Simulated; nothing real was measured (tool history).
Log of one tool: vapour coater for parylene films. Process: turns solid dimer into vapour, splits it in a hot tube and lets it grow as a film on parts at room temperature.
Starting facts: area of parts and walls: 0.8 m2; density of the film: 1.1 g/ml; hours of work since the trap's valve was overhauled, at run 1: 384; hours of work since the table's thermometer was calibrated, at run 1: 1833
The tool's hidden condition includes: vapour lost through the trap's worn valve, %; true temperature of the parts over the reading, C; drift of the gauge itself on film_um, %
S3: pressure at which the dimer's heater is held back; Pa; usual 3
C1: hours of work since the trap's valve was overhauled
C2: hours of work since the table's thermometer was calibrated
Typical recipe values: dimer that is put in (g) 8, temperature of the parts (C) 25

Run 1, hour 0: usual settings; C1 384; C2 1833. Result: thickness of the film (um) 5.84.
Run 2, hour 50: usual settings but dimer that is put in (g) 10; C1 410; C2 1859. Result: thickness of the film (um) 7.36.
Run 3, hour 125.2: usual settings but dimer that is put in (g) 4; C1 450; C2 1898. Result: thickness of the film (um) 2.93.
Run 4, hour 209.8: usual settings but dimer that is put in (g) 4; C1 494; C2 1943. Result: thickness of the film (um) 2.94.
At hour 280.5: trap's valve overhauled.
Run 5, hour 302.6: usual settings but dimer that is put in (g) 4; C1 12; C2 1989. Result: thickness of the film (um) 2.97.
Run 6, hour 374.5: usual settings but dimer that is put in (g) 4; C1 49; C2 2027. Result: thickness of the film (um) 2.96.
Run 7, hour 412.5: usual settings but dimer that is put in (g) 10, temperature of the parts (C) 31; C1 69; C2 2047. Result: thickness of the film (um) 5.88.
Run 8, hour 455.5: usual settings but dimer that is put in (g) 13, temperature of the parts (C) 23, S3 9.98 Pa; C1 92; C2 2070. Result: thickness of the film (um) 9.53.
Run 9, hour 522.4: usual settings but dimer that is put in (g) 10, temperature of the parts (C) 23, S3 6.76 Pa; C1 127; C2 2105. Result: thickness of the film (um) 7.52.
Run 10, hour 585.9: usual settings but dimer that is put in (g) 5, temperature of the parts (C) 23, S3 6.76 Pa; C1 160; C2 2138. Result: thickness of the film (um) 3.77.

Alternative continuations, all from the tool just after run 10; predict every row:
Run A, hour 658: usual settings but dimer that is put in (g) 7, temperature of the parts (C) 24, S3 3.09 Pa; C1 198; C2 2176. Result: thickness of the film (um) ?.
Run B, hour 658: usual settings but dimer that is put in (g) 9, temperature of the parts (C) 20, S3 2.07 Pa; C1 198; C2 2176. Result: thickness of the film (um) ?.
Run C, hour 658: usual settings but temperature of the parts (C) 21; C1 198; C2 2176. Result: thickness of the film (um) ?.
Run D, hour 658: usual settings but dimer that is put in (g) 9, temperature of the parts (C) 20, S3 2.78 Pa; C1 198; C2 2176. Result: thickness of the film (um) ?.
Run E, hour 658: usual settings but dimer that is put in (g) 4, temperature of the parts (C) 26, S3 6.76 Pa; C1 198; C2 2176. Result: thickness of the film (um) ?.

run  thickness of the film (um)
  A                        5.35
  B                        8.18
  C                        6.84
  D                        7.99
  E                        2.69
What these runs would have given with no unlogged condition in the tool:
run  thickness of the film (um)
  A                        5.36
  B                        8.19
  C                        6.85
  D                           8
  E                        2.69
